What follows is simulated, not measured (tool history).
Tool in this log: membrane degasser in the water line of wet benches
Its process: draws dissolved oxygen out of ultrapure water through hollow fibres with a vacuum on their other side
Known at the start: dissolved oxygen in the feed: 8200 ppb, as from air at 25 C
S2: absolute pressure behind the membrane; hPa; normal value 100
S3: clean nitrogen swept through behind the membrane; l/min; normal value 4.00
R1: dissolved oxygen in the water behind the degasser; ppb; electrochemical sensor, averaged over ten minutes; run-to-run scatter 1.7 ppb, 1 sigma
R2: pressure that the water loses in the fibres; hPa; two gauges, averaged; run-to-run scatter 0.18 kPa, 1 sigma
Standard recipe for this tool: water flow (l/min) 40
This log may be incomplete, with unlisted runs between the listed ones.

Run 1, day 0.000: usual settings. Result: R1 197.0 ppb, R2 324.9 hPa.
Run 2, day 13.104: usual settings. Result: R1 194.9 ppb, R2 323.5 hPa.
Run 3, day 19.704: usual settings. Result: R1 195.4 ppb, R2 324.8 hPa.
Run 4, day 29.121: usual settings. Result: R1 194.4 ppb, R2 324.2 hPa.
At day 30.683: vacuum gauge calibrated.
At day 39.554: seals of the vacuum lines changed.
Run 5, day 42.583: usual settings but S3 3.48 l/min. Result: R1 219.1 ppb, R2 322.6 hPa.
Run 6, day 54.942: usual settings but S3 3.48 l/min. Result: R1 219.6 ppb, R2 324.1 hPa.
Run 7, day 64.312: usual settings but S3 3.48 l/min. Result: R1 219.8 ppb, R2 323.9 hPa.
Run 8, day 73.262: usual settings but S3 3.48 l/min. Result: R1 216.8 ppb, R2 323.5 hPa.
Run 9, day 86.871: usual settings but S3 2.26 l/min. Result: R1 303.5 ppb, R2 322.1 hPa.
Run 10, day 100.396: usual settings but S3 2.26 l/min. Result: R1 303.9 ppb, R2 319.4 hPa.
Run 11, day 110.192: usual settings but water flow (l/min) 39. Result: R1 189.4 ppb, R2 313.5 hPa.
Run 12, day 123.142: usual settings but water flow (l/min) 39. Result: R1 188.9 ppb, R2 306.4 hPa.
Run 13, day 136.179: usual settings. Result: R1 196.6 ppb, R2 321.6 hPa.
At day 141.525: gauge calibrated.
Run 14, day 149.812: usual settings. Result: R1 194.9 ppb, R2 328.8 hPa.
Run 15, day 156.096: usual settings. Result: R1 196.2 ppb, R2 324.4 hPa.
Run 16, day 168.162: usual settings. Result: R1 196.6 ppb, R2 323.9 hPa.
Run 17, day 175.417: usual settings but water flow (l/min) 44, S2 108 hPa. Result: R1 243.8 ppb, R2 357.5 hPa.
Run 18, day 183.029: usual settings but water flow (l/min) 25, S2 108 hPa, S3 4.07 l/min. Result: R1 120.8 ppb, R2 202.9 hPa.
Run 19, day 196.054: usual settings but water flow (l/min) 27. Result: R1 123.1 ppb, R2 216.6 hPa.
At day 200.617: seals of the vacuum lines changed.
Run 20, day 205.617: usual settings but water flow (l/min) 28, S2 224 hPa, S3 2.69 l/min. Result: R1 456.6 ppb, R2 227.3 hPa.
Run 21, day 217.996: usual settings but water flow (l/min) 28, S2 224 hPa, S3 2.69 l/min. Result: R1 462.2 ppb, R2 227.2 hPa.
Run 22, day 224.904: usual settings but S2 75 hPa, S3 3.35 l/min. Result: R1 159.9 ppb, R2 322.2 hPa.
Run 23, day 239.483: usual settings but S3 2.55 l/min. Result: R1 278.2 ppb, R2 319.2 hPa.
Run 24, day 252.338: usual settings but water flow (l/min) 53, S2 70 hPa, S3 2.55 l/min. Result: R1 252.2 ppb, R2 422.9 hPa.
Run 25, day 262.600: usual settings but water flow (l/min) 53, S2 232 hPa, S3 3.71 l/min. Result: R1 688.8 ppb, R2 422.9 hPa.
At day 270.879: membrane cartridge changed.
Run 26, day 271.796: usual settings but S2 107 hPa, S3 5.03 l/min. Result: R1 177.9 ppb, R2 317.9 hPa.
Run 27, day 284.596: usual settings but S3 3.34 l/min. Result: R1 225.3 ppb, R2 320.4 hPa.
Run 28, day 296.625: usual settings but water flow (l/min) 27, S2 155 hPa, S3 1.77 l/min. Result: R1 422.9 ppb, R2 212.2 hPa.
Run 29, day 305.446: usual settings but water flow (l/min) 27, S2 155 hPa, S3 1.77 l/min. Result: R1 426.1 ppb, R2 216.8 hPa.
Run 30, day 312.717: usual settings but water flow (l/min) 27, S2 155 hPa, S3 1.77 l/min. Result: R1 418.5 ppb, R2 212.2 hPa.
Run 31, day 321.854: usual settings but water flow (l/min) 25, S2 88 hPa, S3 2.50 l/min. Result: R1 140.0 ppb, R2 198.9 hPa.

4 ways to go on from here, each from the tool as it stands after run 31. What would each give?
Run A, day 334.662: usual settings but water flow (l/min) 25, S2 88 hPa, S3 3.01 l/min. Result: R1 ?, R2 ?.
Run B, day 334.662: usual settings but water flow (l/min) 39, S3 3.49 l/min. Result: R1 ?, R2 ?.
Run C, day 334.662: usual settings but water flow (l/min) 48, S2 88 hPa, S3 2.50 l/min. Result: R1 ?, R2 ?.
Run D, day 334.662: usual settings but water flow (l/min) 25, S2 88 hPa, S3 5.04 l/min. Result: R1 ?, R2 ?.

run     R1     R2
  A  117.5  199.5
  B  212.7  303.1
  C  291.9  373.2
  D   76.3  198.8
What these runs would have given with no unlogged condition in the tool:
run     R1     R2
  A  117.4  207.6
  B  212.6  315.8
  C  291.7  388.6
  D   76.2  207.0

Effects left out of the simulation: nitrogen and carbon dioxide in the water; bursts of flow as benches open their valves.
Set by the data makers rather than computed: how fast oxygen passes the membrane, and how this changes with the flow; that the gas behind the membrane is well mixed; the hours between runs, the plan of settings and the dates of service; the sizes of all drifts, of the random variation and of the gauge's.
